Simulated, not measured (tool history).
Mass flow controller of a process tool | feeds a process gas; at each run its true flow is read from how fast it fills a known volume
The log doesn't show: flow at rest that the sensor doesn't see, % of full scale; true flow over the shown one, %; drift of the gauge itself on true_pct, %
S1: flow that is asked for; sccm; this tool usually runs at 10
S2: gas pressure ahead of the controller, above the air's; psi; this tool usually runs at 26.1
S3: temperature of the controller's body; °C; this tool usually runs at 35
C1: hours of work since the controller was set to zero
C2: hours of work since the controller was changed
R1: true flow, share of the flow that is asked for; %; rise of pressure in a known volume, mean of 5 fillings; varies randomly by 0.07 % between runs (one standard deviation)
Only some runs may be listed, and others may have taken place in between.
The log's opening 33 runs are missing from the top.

run,day,S1,S2,S3,C1,C2,R1
34,351.912,7,30.0,26,5838,5838,99.17
35,366.892,7,30.0,26,5955,5955,99.09
36,382.762,7,30.0,26,6079,6079,99.13
37,391.275,7,30.0,26,6146,6146,99.16
38,398.979,7,30.0,26,6206,6206,99.17
39,412.108,10,21.0,35,6309,6309,98.57
40,422.492,3,24.5,33,6390,6390,98.33
41,435.717,3,24.5,33,6493,6493,98.36
42,447.458,10,25.2,35,6585,6585,98.82
43,459.308,14,25.2,35,6678,6678,98.97
44,472.858,3,38.9,35,6784,6784,98.98
45,487.767,4,37.7,26,6900,6900,99.33
46,500.125,10,32.8,23,6997,6997,99.54
47,508.229,2,24.5,35,7061,7061,98.22
48,521.683,2,25.8,22,7166,7166,98.75
49,532.496,5,21.6,22,7250,7250,98.91

Each row is a separate what-if for the run after 49, all from the same tool condition, not one after another. Results?
A,545.188,10,27.7,35,7350,7350,?
B,545.188,4,26.1,37,7350,7350,?
C,545.188,11,21.6,22,7350,7350,?

run,R1
A,98.96
B,98.31
C,99.28
Without the tool's unlogged condition, the same runs would have read:
run,R1
A,98.96
B,98.33
C,99.28

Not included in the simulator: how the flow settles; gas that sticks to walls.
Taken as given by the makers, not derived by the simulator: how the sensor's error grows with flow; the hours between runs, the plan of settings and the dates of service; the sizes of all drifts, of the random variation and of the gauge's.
